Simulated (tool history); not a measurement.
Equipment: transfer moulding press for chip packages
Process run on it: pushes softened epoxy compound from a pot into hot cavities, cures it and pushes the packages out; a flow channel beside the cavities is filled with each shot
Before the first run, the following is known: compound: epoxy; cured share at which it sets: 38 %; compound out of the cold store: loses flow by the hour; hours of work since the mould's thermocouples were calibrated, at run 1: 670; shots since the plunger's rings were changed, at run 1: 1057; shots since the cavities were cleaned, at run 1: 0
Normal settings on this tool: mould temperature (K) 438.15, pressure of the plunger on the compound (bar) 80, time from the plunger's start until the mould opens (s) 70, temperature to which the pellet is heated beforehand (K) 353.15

| run | day | mould temperature (K) | pressure of the plunger on the compound (bar) | time from the plunger's start until the mould opens (s) | temperature to which the pellet is heated beforehand (K) | hours of work since the mould's thermocouples were calibrated | shots since the plunger's rings were changed | shots since the cavities were cleaned | incoming compound's hours out of the cold store | length that the compound runs in the flow channel (mm) | greatest force on the pins that push the packages out (N) |
|---|---|---|---|---|---|---|---|---|---|---|---|
| 1 | 0 | 438.15 | 80 | 70 | 353.15 | 670 | 1057 | 0 | 26.7 | 632 | 334 |
|  | 1.562 | cavities cleaned with cleaning compound and waxed |
|  | 3.033 | cavities cleaned with cleaning compound and waxed |
| 2 | 3.217 | 438.15 | 80 | 70 | 353.15 | 718 | 2051 | 58 | 13.4 | 663 | 382 |
|  | 4.612 | cavities cleaned with cleaning compound and waxed |
| 3 | 5.725 | 438.15 | 80 | 70 | 353.15 | 755 | 2837 | 357 | 24 | 617 | 448 |
|  | 6.221 | cavities cleaned with cleaning compound and waxed |
|  | 6.979 | plunger's sealing rings changed |
|  | 7.767 | cavities cleaned with cleaning compound and waxed |
| 4 | 8.092 | 438.15 | 80 | 70 | 357.15 | 788 | 337 | 105 | 27.3 | 642 | 385 |
|  | 9.225 | cavities cleaned with cleaning compound and waxed |
| 5 | 9.771 | 438.15 | 80 | 70 | 353.15 | 813 | 856 | 175 | 42.3 | 589 | 422 |
|  | 10.842 | cavities cleaned with cleaning compound and waxed |
| 6 | 11.321 | 438.15 | 80 | 70 | 353.15 | 835 | 1334 | 154 | 15.7 | 661 | 435 |
|  | 12.204 | mould's thermocouples calibrated |
|  | 12.433 | cavities cleaned with cleaning compound and waxed |
|  | 13.875 | cavities cleaned with cleaning compound and waxed |
| 7 | 14.8 | 438.15 | 80 | 70 | 357.15 | 38 | 2387 | 298 | 12.8 | 667 | 445 |
|  | 15.342 | cavities cleaned with cleaning compound and waxed |
|  | 16.925 | cavities cleaned with cleaning compound and waxed |
|  | 17.521 | plunger's sealing rings changed |
| 8 | 17.717 | 438.15 | 80 | 70 | 357.15 | 79 | 62 | 220 | 39.1 | 605 | 401 |
|  | 18.638 | cavities cleaned with cleaning compound and waxed |
|  | 20.117 | cavities cleaned with cleaning compound and waxed |
| 9 | 21.167 | 438.15 | 80 | 70 | 357.15 | 130 | 1131 | 338 | 44.9 | 581 | 427 |
|  | 21.692 | cavities cleaned with cleaning compound and waxed |
|  | 23.221 | cavities cleaned with cleaning compound and waxed |
| 10 | 23.221 | 438.15 | 80 | 70 | 357.15 | 159 | 1752 | 0 | 30.6 | 615 | 353 |
|  | 24.875 | cavities cleaned with cleaning compound and waxed |
|  | 26.408 | cavities cleaned with cleaning compound and waxed |
| 11 | 26.621 | 438.15 | 80 | 70 | 357.15 | 209 | 2805 | 69 | 22.2 | 630 | 379 |
|  | 28.004 | plunger's sealing rings changed |
|  | 28.067 | cavities cleaned with cleaning compound and waxed |
| 12 | 28.621 | 438.15 | 80 | 70 | 353.15 | 237 | 178 | 178 | 28 | 639 | 382 |
|  | 29.546 | cavities cleaned with cleaning compound and waxed |
|  | 30.992 | cavities cleaned with cleaning compound and waxed |
| 13 | 31.862 | 438.15 | 76 | 70 | 349.15 | 285 | 1180 | 279 | 29.9 | 610 | 430 |
|  | 32.583 | cavities cleaned with cleaning compound and waxed |
|  | 34.104 | cavities cleaned with cleaning compound and waxed |
| 14 | 34.638 | 438.15 | 76 | 70 | 349.15 | 326 | 2033 | 172 | 35.6 | 582 | 419 |
|  | 35.696 | cavities cleaned with cleaning compound and waxed |
|  | 37.138 | cavities cleaned with cleaning compound and waxed |
| 15 | 37.988 | 444.15 | 80 | 70 | 363.15 | 375 | 3069 | 273 | 37.4 | 576 | 388 |
|  | 38.467 | plunger's sealing rings changed |
|  | 38.8 | cavities cleaned with cleaning compound and waxed |
|  | 40.329 | cavities cleaned with cleaning compound and waxed |
| 16 | 40.658 | 444.15 | 80 | 70 | 363.15 | 412 | 664 | 106 | 25.9 | 631 | 344 |
|  | 41.921 | cavities cleaned with cleaning compound and waxed |
|  | 43.475 | cavities cleaned with cleaning compound and waxed |
| 17 | 43.975 | 444.15 | 80 | 70 | 363.15 | 461 | 1690 | 161 | 19.7 | 639 | 341 |
|  | 44.929 | cavities cleaned with cleaning compound and waxed |
| 18 | 45.85 | 435.15 | 80 | 89 | 351.15 | 489 | 2273 | 296 | 33.9 | 605 | 404 |
|  | 46.383 | cavities cleaned with cleaning compound and waxed |
|  | 47.879 | cavities cleaned with cleaning compound and waxed |
| 19 | 48.542 | 444.15 | 80 | 89 | 351.15 | 528 | 3099 | 214 | 17.7 | 628 | 353 |
|  | 49.188 | plunger's sealing rings changed |
|  | 49.517 | cavities cleaned with cleaning compound and waxed |
| 20 | 50.15 | 444.15 | 80 | 89 | 351.15 | 550 | 289 | 204 | 47.8 | 572 | 351 |
|  | 51.062 | cavities cleaned with cleaning compound and waxed |
|  | 52.492 | cavities cleaned with cleaning compound and waxed |
| 21 | 52.762 | 444.15 | 80 | 89 | 351.15 | 588 | 1089 | 88 | 22.4 | 638 | 306 |
|  | 54.046 | cavities cleaned with cleaning compound and waxed |
| 22 | 54.217 | 444.15 | 80 | 89 | 351.15 | 610 | 1536 | 55 | 24.5 | 627 | 318 |
|  | 55.758 | cavities cleaned with cleaning compound and waxed |
| 23 | 56.696 | 438.15 | 65.8 | 70 | 352.15 | 647 | 2312 | 301 | 38.3 | 533 | 437 |
|  | 57.371 | cavities cleaned with cleaning compound and waxed |
| 24 | 58.662 | 438.15 | 65.8 | 70 | 352.15 | 676 | 2924 | 414 | 24.2 | 563 | 497 |

What differs in the tool's unlogged condition from the final listed run ahead of each entry between runs to the first listed run following it?
In the gap between runs 1 and 2: cavities cleaned with cleaning compound and waxed (day 1.562); cavities cleaned with cleaning compound and waxed (day 3.033)
  true mould temperature over the reading, C: -0.84 -> -0.91; pressure that reaches the compound, % of what is set: 96.82 -> 93.67; grip of the stained cavities, % over clean ones': 0.9 -> 7.5
  measured result minus the result with no hidden state, length that the compound runs in the flow channel (mm): -9 -> -20; greatest force on the pins that push the packages out (N): +11 -> +38
In the gap between runs 2 and 3: cavities cleaned with cleaning compound and waxed (day 4.612)
  true mould temperature over the reading, C: -0.91 -> -0.98; pressure that reaches the compound, % of what is set: 93.67 -> 91.45; grip of the stained cavities, % over clean ones': 7.5 -> 35
  measured result minus the result with no hidden state, length that the compound runs in the flow channel (mm): -20 -> -27; greatest force on the pins that push the packages out (N): +38 -> +126
In the gap between runs 3 and 4: cavities cleaned with cleaning compound and waxed (day 6.221); plunger's sealing rings changed (day 6.979); cavities cleaned with cleaning compound and waxed (day 7.767)
  true mould temperature over the reading, C: -0.98 -> -1.03; pressure that reaches the compound, % of what is set: 91.45 -> 98.55; grip of the stained cavities, % over clean ones': 35 -> 13
  measured result minus the result with no hidden state, length that the compound runs in the flow channel (mm): -27 -> -3; greatest force on the pins that push the packages out (N): +126 -> +55
In the gap between runs 4 and 5: cavities cleaned with cleaning compound and waxed (day 9.225)
  true mould temperature over the reading, C: -1.03 -> -1.07; pressure that reaches the compound, % of what is set: 98.55 -> 96.9; grip of the stained cavities, % over clean ones': 13 -> 23.4
  measured result minus the result with no hidden state, length that the compound runs in the flow channel (mm): -3 -> -8; greatest force on the pins that push the packages out (N): +55 -> +90
In the gap between runs 5 and 6: cavities cleaned with cleaning compound and waxed (day 10.842)
  true mould temperature over the reading, C: -1.07 -> -1.1; pressure that reaches the compound, % of what is set: 96.9 -> 95.42; grip of the stained cavities, % over clean ones': 23.4 -> 21.4
  measured result minus the result with no hidden state, length that the compound runs in the flow channel (mm): -8 -> -14; greatest force on the pins that push the packages out (N): +90 -> +90
In the gap between runs 6 and 7: mould's thermocouples calibrated (day 12.204); cavities cleaned with cleaning compound and waxed (day 12.433); cavities cleaned with cleaning compound and waxed (day 13.875)
  true mould temperature over the reading, C: -1.1 -> -0.1; pressure that reaches the compound, % of what is set: 95.42 -> 92.23; grip of the stained cavities, % over clean ones': 21.4 -> 29.5
  measured result minus the result with no hidden state, length that the compound runs in the flow channel (mm): -14 -> -27; greatest force on the pins that push the packages out (N): +90 -> +103
In the gap between runs 7 and 8: cavities cleaned with cleaning compound and waxed (day 15.342); cavities cleaned with cleaning compound and waxed (day 16.925); plunger's sealing rings changed (day 17.521)
  true mould temperature over the reading, C: -0.1 -> -0.17; pressure that reaches the compound, % of what is set: 92.23 -> 99.65; grip of the stained cavities, % over clean ones': 29.5 -> 27.5
  measured result minus the result with no hidden state, length that the compound runs in the flow channel (mm): -27 -> -1; greatest force on the pins that push the packages out (N): +103 -> +88
In the gap between runs 8 and 9: cavities cleaned with cleaning compound and waxed (day 18.638); cavities cleaned with cleaning compound and waxed (day 20.117)
  true mould temperature over the reading, C: -0.17 -> -0.24; pressure that reaches the compound, % of what is set: 99.65 -> 96.46; grip of the stained cavities, % over clean ones': 27.5 -> 33.2
  measured result minus the result with no hidden state, length that the compound runs in the flow channel (mm): -1 -> -11; greatest force on the pins that push the packages out (N): +88 -> +108
In the gap between runs 9 and 10: cavities cleaned with cleaning compound and waxed (day 21.692); cavities cleaned with cleaning compound and waxed (day 23.221)
  true mould temperature over the reading, C: -0.24 -> -0.29; pressure that reaches the compound, % of what is set: 96.46 -> 94.7; grip of the stained cavities, % over clean ones': 33.2 -> 3.2
  measured result minus the result with no hidden state, length that the compound runs in the flow channel (mm): -11 -> -17; greatest force on the pins that push the packages out (N): +108 -> +14
In the gap between runs 10 and 11: cavities cleaned with cleaning compound and waxed (day 24.875); cavities cleaned with cleaning compound and waxed (day 26.408)
  true mould temperature over the reading, C: -0.29 -> -0.37; pressure that reaches the compound, % of what is set: 94.7 -> 91.7; grip of the stained cavities, % over clean ones': 3.2 -> 9.7
  measured result minus the result with no hidden state, length that the compound runs in the flow channel (mm): -17 -> -27; greatest force on the pins that push the packages out (N): +14 -> +36
In the gap between runs 11 and 12: plunger's sealing rings changed (day 28.004); cavities cleaned with cleaning compound and waxed (day 28.067)
  true mould temperature over the reading, C: -0.37 -> -0.42; pressure that reaches the compound, % of what is set: 91.7 -> 99.43; grip of the stained cavities, % over clean ones': 9.7 -> 19.9
  measured result minus the result with no hidden state, length that the compound runs in the flow channel (mm): -27 -> -2; greatest force on the pins that push the packages out (N): +36 -> +69
In the gap between runs 12 and 13: cavities cleaned with cleaning compound and waxed (day 29.546); cavities cleaned with cleaning compound and waxed (day 30.992)
  true mould temperature over the reading, C: -0.42 -> -0.49; pressure that reaches the compound, % of what is set: 99.43 -> 96.54; grip of the stained cavities, % over clean ones': 19.9 -> 29.2
  measured result minus the result with no hidden state, length that the compound runs in the flow channel (mm): -2 -> -10; greatest force on the pins that push the packages out (N): +69 -> +103
In the gap between runs 13 and 14: cavities cleaned with cleaning compound and waxed (day 32.583); cavities cleaned with cleaning compound and waxed (day 34.104)
  true mould temperature over the reading, C: -0.49 -> -0.56; pressure that reaches the compound, % of what is set: 96.54 -> 93.83; grip of the stained cavities, % over clean ones': 29.2 -> 24.2
  measured result minus the result with no hidden state, length that the compound runs in the flow channel (mm): -10 -> -18; greatest force on the pins that push the packages out (N): +103 -> +88
In the gap between runs 14 and 15: cavities cleaned with cleaning compound and waxed (day 35.696); cavities cleaned with cleaning compound and waxed (day 37.138)
  true mould temperature over the reading, C: -0.56 -> -0.63; pressure that reaches the compound, % of what is set: 93.83 -> 90.75; grip of the stained cavities, % over clean ones': 24.2 -> 30.2
  measured result minus the result with no hidden state, length that the compound runs in the flow channel (mm): -18 -> -28; greatest force on the pins that push the packages out (N): +88 -> +91
In the gap between runs 15 and 16: plunger's sealing rings changed (day 38.467); cavities cleaned with cleaning compound and waxed (day 38.8); cavities cleaned with cleaning compound and waxed (day 40.329)
  true mould temperature over the reading, C: -0.63 -> -0.7; pressure that reaches the compound, % of what is set: 90.75 -> 97.93; grip of the stained cavities, % over clean ones': 30.2 -> 15.1
  measured result minus the result with no hidden state, length that the compound runs in the flow channel (mm): -28 -> -6; greatest force on the pins that push the packages out (N): +91 -> +47
In the gap between runs 16 and 17: cavities cleaned with cleaning compound and waxed (day 41.921); cavities cleaned with cleaning compound and waxed (day 43.475)
  true mould temperature over the reading, C: -0.7 -> -0.78; pressure that reaches the compound, % of what is set: 97.93 -> 94.9; grip of the stained cavities, % over clean ones': 15.1 -> 17.8
  measured result minus the result with no hidden state, length that the compound runs in the flow channel (mm): -6 -> -16; greatest force on the pins that push the packages out (N): +47 -> +54
In the gap between runs 17 and 18: cavities cleaned with cleaning compound and waxed (day 44.929)
  true mould temperature over the reading, C: -0.78 -> -0.82; pressure that reaches the compound, % of what is set: 94.9 -> 93.17; grip of the stained cavities, % over clean ones': 17.8 -> 32
  measured result minus the result with no hidden state, length that the compound runs in the flow channel (mm): -16 -> -20; greatest force on the pins that push the packages out (N): +54 -> +101
In the gap between runs 18 and 19: cavities cleaned with cleaning compound and waxed (day 46.383); cavities cleaned with cleaning compound and waxed (day 47.879)
  true mould temperature over the reading, C: -0.82 -> -0.88; pressure that reaches the compound, % of what is set: 93.17 -> 90.56; grip of the stained cavities, % over clean ones': 32 -> 23.8
  measured result minus the result with no hidden state, length that the compound runs in the flow channel (mm): -20 -> -31; greatest force on the pins that push the packages out (N): +101 -> +69
In the gap between runs 19 and 20: plunger's sealing rings changed (day 49.188); cavities cleaned with cleaning compound and waxed (day 49.517)
  true mould temperature over the reading, C: -0.88 -> -0.92; pressure that reaches the compound, % of what is set: 90.56 -> 99.07; grip of the stained cavities, % over clean ones': 23.8 -> 22.4
  measured result minus the result with no hidden state, length that the compound runs in the flow channel (mm): -31 -> -1; greatest force on the pins that push the packages out (N): +69 -> +65
In the gap between runs 20 and 21: cavities cleaned with cleaning compound and waxed (day 51.062); cavities cleaned with cleaning compound and waxed (day 52.492)
  true mould temperature over the reading, C: -0.92 -> -0.97; pressure that reaches the compound, % of what is set: 99.07 -> 96.3; grip of the stained cavities, % over clean ones': 22.4 -> 13.4
  measured result minus the result with no hidden state, length that the compound runs in the flow channel (mm): -1 -> -11; greatest force on the pins that push the packages out (N): +65 -> +36
In the gap between runs 21 and 22: cavities cleaned with cleaning compound and waxed (day 54.046)
  true mould temperature over the reading, C: -0.97 -> -1.01; pressure that reaches the compound, % of what is set: 96.3 -> 94.96; grip of the stained cavities, % over clean ones': 13.4 -> 9.4
  measured result minus the result with no hidden state, length that the compound runs in the flow channel (mm): -11 -> -15; greatest force on the pins that push the packages out (N): +36 -> +28
In the gap between runs 22 and 23: cavities cleaned with cleaning compound and waxed (day 55.758)
  true mould temperature over the reading, C: -1.01 -> -1.07; pressure that reaches the compound, % of what is set: 94.96 -> 92.56; grip of the stained cavities, % over clean ones': 9.4 -> 29.7
  measured result minus the result with no hidden state, length that the compound runs in the flow channel (mm): -15 -> -20; greatest force on the pins that push the packages out (N): +28 -> +110
In the gap between runs 23 and 24: cavities cleaned with cleaning compound and waxed (day 57.371)
  true mould temperature over the reading, C: -1.07 -> -1.12; pressure that reaches the compound, % of what is set: 92.56 -> 90.83; grip of the stained cavities, % over clean ones': 29.7 -> 42
  measured result minus the result with no hidden state, length that the compound runs in the flow channel (mm): -20 -> -26; greatest force on the pins that push the packages out (N): +110 -> +159
